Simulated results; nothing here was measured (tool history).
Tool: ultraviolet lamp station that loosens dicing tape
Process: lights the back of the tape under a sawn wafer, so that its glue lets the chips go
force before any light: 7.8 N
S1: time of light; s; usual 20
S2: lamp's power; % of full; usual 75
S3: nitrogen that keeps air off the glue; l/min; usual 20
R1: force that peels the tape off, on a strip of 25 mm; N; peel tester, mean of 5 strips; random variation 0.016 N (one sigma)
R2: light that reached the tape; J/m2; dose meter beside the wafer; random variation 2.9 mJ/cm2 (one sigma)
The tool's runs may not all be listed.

run 1 hour=0.0 | S1=20 S2=75 S3=20 | R1=1.421 R2=3000
run 2 hour=36.7 | S1=20 S2=75 S3=20 | R1=1.450 R2=2920
run 3 hour=78.0 | S1=20 S2=75 S3=20 | R1=1.429 R2=2850
run 4 hour=125.8 | S1=20 S2=75 S3=20 | R1=1.472 R2=2860
run 5 hour=171.2 | S1=20 S2=75 S3=20 | R1=1.517 R2=2820
run 6 hour=255.7 | S1=20 S2=75 S3=20 | R1=1.644 R2=2710
run 7 hour=323.9 | S1=20 S2=75 S3=20 | R1=1.581 R2=2710
run 8 hour=412.1 | S1=20 S2=75 S3=20 | R1=1.679 R2=2560
run 9 hour=493.3 | S1=20 S2=75 S3=20 | R1=0.988 R2=3660
run 10 hour=549.0 | S1=20 S2=75 S3=20 | R1=1.039 R2=3560
run 11 hour=634.2 | S1=20 S2=75 S3=20 | R1=1.301 R2=3150
run 12 hour=687.9 | S1=20 S2=75 S3=20 | R1=1.339 R2=3040
run 13 hour=751.7 | S1=20 S2=75 S3=20 | R1=1.358 R2=3020
run 14 hour=836.5 | S1=23 S2=75 S3=20 | R1=1.185 R2=3300
run 15 hour=873.1 | S1=23 S2=75 S3=20 | R1=1.172 R2=3270
run 16 hour=946.1 | S1=23 S2=75 S3=20 | R1=1.247 R2=3170
run 17 hour=1025.9 | S1=23 S2=75 S3=20 | R1=0.646 R2=4590
run 18 hour=1091.3 | S1=20 S2=75 S3=20 | R1=0.868 R2=3920
run 19 hour=1171.2 | S1=20 S2=75 S3=20 | R1=0.906 R2=3800
run 20 hour=1252.6 | S1=20 S2=75 S3=20 | R1=0.989 R2=3730
run 21 hour=1338.3 | S1=20 S2=75 S3=20 | R1=1.038 R2=3610
run 22 hour=1386.9 | S1=15 S2=75 S3=13 | R1=1.990 R2=2680
run 23 hour=1448.7 | S1=15 S2=93 S3=8 | R1=1.868 R2=3230
run 24 hour=1508.7 | S1=35 S2=89 S3=29 | R1=0.284 R2=7110
run 25 hour=1571.5 | S1=35 S2=89 S3=29 | R1=0.297 R2=7000
run 26 hour=1617.2 | S1=10 S2=72 S3=20 | R1=3.019 R2=1580
run 27 hour=1681.1 | S1=10 S2=72 S3=40 | R1=2.537 R2=1550
run 28 hour=1752.7 | S1=10 S2=88 S3=40 | R1=2.220 R2=1780
run 29 hour=1803.2 | S1=27 S2=68 S3=14 | R1=0.810 R2=4530
run 30 hour=1856.1 | S1=27 S2=68 S3=14 | R1=0.836 R2=4490
run 31 hour=1908.1 | S1=20 S2=80 S3=6 | R1=1.719 R2=3800
run 32 hour=1946.1 | S1=17 S2=62 S3=20 | R1=1.793 R2=2510
run 33 hour=2009.0 | S1=17 S2=62 S3=20 | R1=1.902 R2=2410
run 34 hour=2069.4 | S1=17 S2=62 S3=20 | R1=1.940 R2=2400
run 35 hour=2140.3 | S1=17 S2=62 S3=20 | R1=1.958 R2=2380
run 36 hour=2195.5 | S1=15 S2=62 S3=8 | R1=3.042 R2=2040
run 37 hour=2243.8 | S1=15 S2=83 S3=11 | R1=2.068 R2=2680
run 38 hour=2281.6 | S1=15 S2=83 S3=11 | R1=2.164 R2=2660
run 39 hour=2368.2 | S1=15 S2=83 S3=11 | R1=2.183 R2=2550
run 40 hour=2446.1 | S1=39 S2=70 S3=8 | R1=0.872 R2=5470
run 41 hour=2506.9 | S1=20 S2=70 S3=20 | R1=1.599 R2=2730
run 42 hour=2550.8 | S1=10 S2=70 S3=20 | R1=3.498 R2=1330

Not shown: 4 entries that the log had between the listed runs. Between which runs, and how does the tool's hidden state differ before and after?
Between runs 8 and 9: lamp changed (hour 462.1)
  lamp's light, % of a new lamp's: 69.2 -> 99.3; light that the window lets through, % of a clean one's: 87.2 -> 85.4
  measured less the result without the state, R1: +0.955 -> +0.253 N; R2: -1710 -> -650 J/m2
Between runs 10 and 11: window cleaned of glue's vapour (hour 583.9)
  lamp's light, % of a new lamp's: 98.8 -> 98.1; light that the window lets through, % of a clean one's: 84.1 -> 74.6
  measured less the result without the state, R1: +0.293 -> +0.545 N; R2: -720 -> -1150 J/m2
Between runs 16 and 17: window cleaned of glue's vapour, once more (hour 966.2)
  lamp's light, % of a new lamp's: 95.3 -> 94.6; light that the window lets through, % of a clean one's: 68 -> 98.6
  measured less the result without the state, R1: +0.674 -> +0.078 N; R2: -1740 -> -330 J/m2
Between runs 28 and 29: window cleaned of glue's vapour (hour 1773.1)
  lamp's light, % of a new lamp's: 87.8 -> 87.3; light that the window lets through, % of a clean one's: 83.6 -> 99.4
  measured less the result without the state, R1: +0.780 -> +0.186 N; R2: -660 -> -690 J/m2

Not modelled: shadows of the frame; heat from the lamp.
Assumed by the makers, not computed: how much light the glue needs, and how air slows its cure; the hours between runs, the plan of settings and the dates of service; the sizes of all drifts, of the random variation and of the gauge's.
